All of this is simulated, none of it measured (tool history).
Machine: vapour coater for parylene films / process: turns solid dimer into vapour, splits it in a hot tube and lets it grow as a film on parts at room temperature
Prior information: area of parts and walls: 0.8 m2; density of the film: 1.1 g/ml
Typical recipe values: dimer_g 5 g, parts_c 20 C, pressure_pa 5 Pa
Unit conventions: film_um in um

run 1 hour=0 | dimer_g=5 parts_c=20 pressure_pa=5 | film_um=3.6
run 2 hour=61.5 | dimer_g=5 parts_c=20 pressure_pa=5 | film_um=3.54
run 3 hour=99.4 | dimer_g=5 parts_c=20 pressure_pa=5 | film_um=3.56
-- hour=129.1 trap's valve overhauled
run 4 hour=172.5 | dimer_g=5 parts_c=20 pressure_pa=5 | film_um=3.44
run 5 hour=244.1 | dimer_g=5 parts_c=20 pressure_pa=5 | film_um=3.4
run 6 hour=281.7 | dimer_g=5 parts_c=20 pressure_pa=5 | film_um=3.36
run 7 hour=333.7 | dimer_g=5 parts_c=20 pressure_pa=5 | film_um=3.3
run 8 hour=388.1 | dimer_g=5 parts_c=20 pressure_pa=6.18 | film_um=3.21
run 9 hour=436 | dimer_g=2 parts_c=20 pressure_pa=5 | film_um=1.3
-- hour=473.8 trap's valve overhauled, once more
run 10 hour=489 | dimer_g=2 parts_c=20 pressure_pa=5 | film_um=1.66
run 11 hour=562.6 | dimer_g=7 parts_c=18 pressure_pa=5 | film_um=6.16
run 12 hour=620.7 | dimer_g=2 parts_c=29 pressure_pa=10.17 | film_um=0.98
run 13 hour=684.7 | dimer_g=3 parts_c=16 pressure_pa=2.63 | film_um=3.02
run 14 hour=757.5 | dimer_g=3 parts_c=29 pressure_pa=5 | film_um=1.53
run 15 hour=821.3 | dimer_g=5 parts_c=15 pressure_pa=3.57 | film_um=5.08
run 16 hour=878.9 | dimer_g=9 parts_c=15 pressure_pa=2.44 | film_um=9.2
run 17 hour=936.7 | dimer_g=4 parts_c=13 pressure_pa=5 | film_um=4.16
run 18 hour=997.6 | dimer_g=3 parts_c=13 pressure_pa=7.25 | film_um=2.94
run 19 hour=1044.6 | dimer_g=2 parts_c=28 pressure_pa=5.64 | film_um=1.02
run 20 hour=1114.4 | dimer_g=4 parts_c=25 pressure_pa=5.66 | film_um=2.32

Consider 5 possible next runs. They are alternatives, not a sequence: every one starts from the tool as it was left by run 20. What does each give?
run A hour=1189.3 | dimer_g=3 parts_c=27 pressure_pa=5 | film_um=?
run B hour=1189.3 | dimer_g=4 parts_c=20 pressure_pa=5 | film_um=?
run C hour=1189.3 | dimer_g=4 parts_c=17 pressure_pa=3.81 | film_um=?
run D hour=1189.3 | dimer_g=5 parts_c=23 pressure_pa=5 | film_um=?
run E hour=1189.3 | dimer_g=2 parts_c=19 pressure_pa=4.09 | film_um=?

run=A film_um=1.6
run=B film_um=2.87
run=C film_um=3.41
run=D film_um=3.2
run=E film_um=1.55
With the hidden condition removed and each run's random variation left untouched, the same runs would have given:
run=A film_um=1.84
run=B film_um=3.31
run=C film_um=3.92
run=D film_um=3.68
run=E film_um=1.78

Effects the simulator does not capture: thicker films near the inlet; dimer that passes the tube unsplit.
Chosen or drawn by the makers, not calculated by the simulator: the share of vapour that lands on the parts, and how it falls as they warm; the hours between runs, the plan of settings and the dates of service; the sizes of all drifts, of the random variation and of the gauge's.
